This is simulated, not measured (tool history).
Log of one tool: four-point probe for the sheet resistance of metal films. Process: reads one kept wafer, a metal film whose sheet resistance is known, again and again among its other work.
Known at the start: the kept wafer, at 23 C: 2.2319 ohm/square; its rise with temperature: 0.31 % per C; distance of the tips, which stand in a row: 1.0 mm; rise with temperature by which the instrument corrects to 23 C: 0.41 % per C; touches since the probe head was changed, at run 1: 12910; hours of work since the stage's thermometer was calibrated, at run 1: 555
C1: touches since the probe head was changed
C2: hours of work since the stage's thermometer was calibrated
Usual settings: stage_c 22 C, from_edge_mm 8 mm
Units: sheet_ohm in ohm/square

Run 1, day 0.000: usual settings; C1 12910; C2 555. Result: sheet_ohm 2.252835 ohm/square.
Run 2, day 5.942: usual settings but stage_c 29 C; C1 18660; C2 662. Result: sheet_ohm 2.236496 ohm/square.
Run 3, day 11.304: usual settings but stage_c 19 C; C1 23853; C2 759. Result: sheet_ohm 2.260737 ohm/square.
Run 4, day 16.462: usual settings but from_edge_mm 14 mm; C1 28846; C2 852. Result: sheet_ohm 2.241511 ohm/square.
Run 5, day 20.238: usual settings but from_edge_mm 14 mm; C1 32503; C2 920. Result: sheet_ohm 2.241064 ohm/square.
Run 6, day 24.412: usual settings but from_edge_mm 14 mm; C1 36546; C2 996. Result: sheet_ohm 2.241158 ohm/square.
Run 7, day 27.708: usual settings but from_edge_mm 14 mm; C1 39737; C2 1055. Result: sheet_ohm 2.239985 ohm/square.
Run 8, day 31.746: usual settings; C1 43645; C2 1128. Result: sheet_ohm 2.253250 ohm/square.
Run 9, day 37.762: usual settings; C1 49469; C2 1237. Result: sheet_ohm 2.252379 ohm/square.
Run 10, day 43.717: usual settings but stage_c 19 C; C1 55236; C2 1345. Result: sheet_ohm 2.260116 ohm/square.
Run 11, day 49.771: usual settings but stage_c 19 C; C1 61096; C2 1454. Result: sheet_ohm 2.260111 ohm/square.
Run 12, day 52.679: usual settings but stage_c 19 C; C1 63909; C2 1507. Result: sheet_ohm 2.259812 ohm/square.
Run 13, day 56.675: usual settings but stage_c 19 C; C1 67781; C2 1579. Result: sheet_ohm 2.259606 ohm/square.
Run 14, day 62.475: usual settings but stage_c 19 C; C1 73394; C2 1684. Result: sheet_ohm 2.260498 ohm/square.
Run 15, day 67.158: usual settings; C1 77930; C2 1768. Result: sheet_ohm 2.252911 ohm/square.
At day 69.617: stage's thermometer calibrated.
Run 16, day 71.738: usual settings; C1 82343; C2 38. Result: sheet_ohm 2.252423 ohm/square.
Run 17, day 74.238: usual settings; C1 84761; C2 84. Result: sheet_ohm 2.252702 ohm/square.
Run 18, day 77.008: usual settings; C1 87445; C2 134. Result: sheet_ohm 2.252038 ohm/square.
Run 19, day 81.875: usual settings; C1 92157; C2 222. Result: sheet_ohm 2.253002 ohm/square.
Run 20, day 87.996: usual settings; C1 98083; C2 332. Result: sheet_ohm 2.252616 ohm/square.
Run 21, day 91.675: usual settings; C1 101645; C2 399. Result: sheet_ohm 2.252669 ohm/square.
Run 22, day 96.950: usual settings; C1 106753; C2 494. Result: sheet_ohm 2.253016 ohm/square.
At day 97.750: new probe head fitted.
Run 23, day 101.800: usual settings; C1 3923; C2 581. Result: sheet_ohm 2.252507 ohm/square.
Run 24, day 104.525: usual settings but stage_c 25 C, from_edge_mm 21 mm; C1 6562; C2 630. Result: sheet_ohm 2.229559 ohm/square.
Run 25, day 109.458: usual settings but stage_c 32 C, from_edge_mm 5 mm; C1 11337; C2 719. Result: sheet_ohm 2.258473 ohm/square.
Run 26, day 112.446: usual settings but stage_c 27 C, from_edge_mm 5 mm; C1 14227; C2 773. Result: sheet_ohm 2.269821 ohm/square.
Run 27, day 115.379: usual settings but stage_c 32 C, from_edge_mm 12 mm; C1 17067; C2 826. Result: sheet_ohm 2.219658 ohm/square.
Run 28, day 117.875: usual settings but stage_c 28 C, from_edge_mm 34 mm; C1 19485; C2 871. Result: sheet_ohm 2.222096 ohm/square.
Run 29, day 122.542: usual settings but stage_c 30 C; C1 24005; C2 956. Result: sheet_ohm 2.233896 ohm/square.
Run 30, day 127.575: usual settings but stage_c 30 C; C1 28877; C2 1047. Result: sheet_ohm 2.234456 ohm/square.
Run 31, day 132.171: usual settings but stage_c 31 C, from_edge_mm 52 mm; C1 33326; C2 1130. Result: sheet_ohm 2.214283 ohm/square.
Run 32, day 134.829: usual settings but stage_c 24 C; C1 35900; C2 1178. Result: sheet_ohm 2.248028 ohm/square.
Run 33, day 137.858: usual settings but stage_c 23 C, from_edge_mm 6 mm; C1 38830; C2 1232. Result: sheet_ohm 2.264074 ohm/square.
Run 34, day 142.104: usual settings but stage_c 20 C, from_edge_mm 17 mm; C1 42943; C2 1309. Result: sheet_ohm 2.242673 ohm/square.
Run 35, day 147.208: usual settings but stage_c 21 C; C1 47883; C2 1401. Result: sheet_ohm 2.254267 ohm/square.
Run 36, day 153.138: usual settings but stage_c 32 C, from_edge_mm 56 mm; C1 53623; C2 1508. Result: sheet_ohm 2.211894 ohm/square.
Run 37, day 157.067: usual settings but stage_c 32 C, from_edge_mm 56 mm; C1 57428; C2 1579. Result: sheet_ohm 2.211924 ohm/square.
Run 38, day 159.554: usual settings but stage_c 20 C, from_edge_mm 47 mm; C1 59835; C2 1624. Result: sheet_ohm 2.238633 ohm/square.
Run 39, day 162.054: usual settings but stage_c 28 C, from_edge_mm 4 mm; C1 62258; C2 1670. Result: sheet_ohm 2.292843 ohm/square.
Run 40, day 165.292: usual settings but stage_c 32 C, from_edge_mm 6 mm; C1 65390; C2 1728. Result: sheet_ohm 2.243883 ohm/square.
At day 169.846: stage's thermometer calibrated.
Run 41, day 170.104: usual settings but from_edge_mm 21 mm; C1 70032; C2 5. Result: sheet_ohm 2.237431 ohm/square.
Run 42, day 173.254: usual settings but stage_c 27 C, from_edge_mm 33 mm; C1 73079; C2 62. Result: sheet_ohm 2.224160 ohm/square.
Run 43, day 178.475: usual settings but stage_c 27 C, from_edge_mm 37 mm; C1 78134; C2 156. Result: sheet_ohm 2.223297 ohm/square.
Run 44, day 183.479: usual settings but stage_c 27 C, from_edge_mm 37 mm; C1 82978; C2 246. Result: sheet_ohm 2.222694 ohm/square.
Run 45, day 189.479: usual settings but stage_c 29 C, from_edge_mm 5 mm; C1 88786; C2 355. Result: sheet_ohm 2.265245 ohm/square.

Forecast each of these 4 alternatives for the next run:
Run A, day 194.812: usual settings but stage_c 29 C, from_edge_mm 25 mm; C1 93953; C2 451. Result: sheet_ohm ?.
Run B, day 194.812: usual settings but from_edge_mm 7 mm; C1 93953; C2 451. Result: sheet_ohm ?.
Run C, day 194.812: usual settings but stage_c 23 C, from_edge_mm 5 mm; C1 93953; C2 451. Result: sheet_ohm ?.
Run D, day 194.812: usual settings but stage_c 24 C, from_edge_mm 35 mm; C1 93953; C2 451. Result: sheet_ohm ?.

run  sheet_ohm
  A   2.220117
  B   2.257610
  C   2.278895
  D   2.230453
Without the tool's hidden state the same runs would have given:
run  sheet_ohm
  A   2.220412
  B   2.257910
  C   2.279198
  D   2.230750
